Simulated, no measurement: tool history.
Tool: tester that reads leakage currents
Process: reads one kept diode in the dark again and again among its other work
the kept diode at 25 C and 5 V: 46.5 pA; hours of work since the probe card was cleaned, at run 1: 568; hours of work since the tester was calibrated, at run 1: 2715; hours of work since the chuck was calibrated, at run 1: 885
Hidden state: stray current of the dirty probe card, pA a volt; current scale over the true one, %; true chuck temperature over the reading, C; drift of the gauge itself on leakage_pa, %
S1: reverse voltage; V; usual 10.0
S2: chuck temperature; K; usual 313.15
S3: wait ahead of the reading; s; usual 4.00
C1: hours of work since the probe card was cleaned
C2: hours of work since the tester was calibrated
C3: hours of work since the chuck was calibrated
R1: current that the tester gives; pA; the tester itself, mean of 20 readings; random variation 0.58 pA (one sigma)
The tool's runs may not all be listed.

run    hour    S1      S2    S3    C1    C2    C3      R1
  1     0.0  10.0  313.15  4.00   568  2715   885  219.48
  2    78.7  10.0  313.15  4.00   605  2753   923  221.00
  3   225.4  10.0  313.15  4.00   675  2823   993  223.36
  4   361.1  10.0  313.15  4.00   740  2888  1058  226.99
  5   506.7  10.0  313.15  4.00   810  2957  1127  228.32
  6   626.5  10.0  309.15  4.00   867  3015  1185  173.65
  7   697.8  10.0  309.15  4.00   901  3049  1219  175.81
  8   828.9  10.0  313.15  4.00   964  3111  1281  234.41
  9   942.9  10.0  313.15  4.00  1018  3166  1336  238.21
      956.6  -- probe card cleaned and baked
 10  1018.4  10.0  316.15  4.00    30  3201  1370  296.13
 11  1135.7  10.0  316.15  4.00    86  3257  1426  300.92
 12  1216.4   4.0  313.15  4.00   124  3295  1465  173.60
     1241.7  -- probe card cleaned and baked, once more
 13  1314.6  10.0  313.15  3.42    35  3341  1510  225.28
 14  1403.9  10.0  313.15  3.42    77  3383  1553  228.38
 15  1489.4  10.0  313.15  3.42   118  3424  1594  228.85
 16  1557.2   9.5  313.15  4.00   151  3456  1626  227.69
 17  1696.0   9.5  313.15  4.00   217  3523  1693  229.70
 18  1761.4   9.9  297.15  2.64   248  3554  1724   70.94
     1821.1  -- chuck's temperature calibrated
 19  1837.6   9.9  297.15  2.64   284  3589     8   61.26
 20  1991.3  10.0  302.15  4.00   357  3663    81   90.48
 21  2104.1  10.0  302.15  4.00   411  3717   135   91.89
 22  2171.7   4.3  302.15  4.00   443  3749   167   67.07
 23  2285.1   4.1  332.15  2.19   497  3803   222  573.82
 24  2366.0   4.5  323.15  3.05   536  3842   260  321.91
 25  2444.3   1.3  313.15  5.72   574  3879   298  103.62
 26  2537.1  15.6  313.15  4.00   618  3924   342  252.98
 27  2642.3  15.6  302.15  1.88   668  3974   392  120.60
 28  2758.1   5.0  298.15  0.99   723  4029   448   57.89
 29  2905.0   1.3  298.15  0.99   794  4099   518   34.19
 30  3035.2   1.3  298.15  0.99   856  4162   580   34.67
 31  3137.2  10.0  327.15  1.41   905  4210   629  586.05
 32  3213.1  10.0  327.15  1.41   941  4247   665  590.72

Forecast each of these 4 alternatives for the next run:
  A  3279.1  12.8  311.15  2.15  972  4278  696   ?
  B  3279.1   1.4  315.15  1.41  972  4278  696   ?
  C  3279.1   4.2  327.15  9.98  972  4278  696   ?
  D  3279.1  10.0  313.15  1.41  972  4278  696   ?

run      R1
  A  220.11
  B  129.39
  C  436.39
  D  228.46
Without the tool's hidden state the same runs would have given:
run      R1
  A  181.95
  B  115.79
  C  393.47
  D  193.79

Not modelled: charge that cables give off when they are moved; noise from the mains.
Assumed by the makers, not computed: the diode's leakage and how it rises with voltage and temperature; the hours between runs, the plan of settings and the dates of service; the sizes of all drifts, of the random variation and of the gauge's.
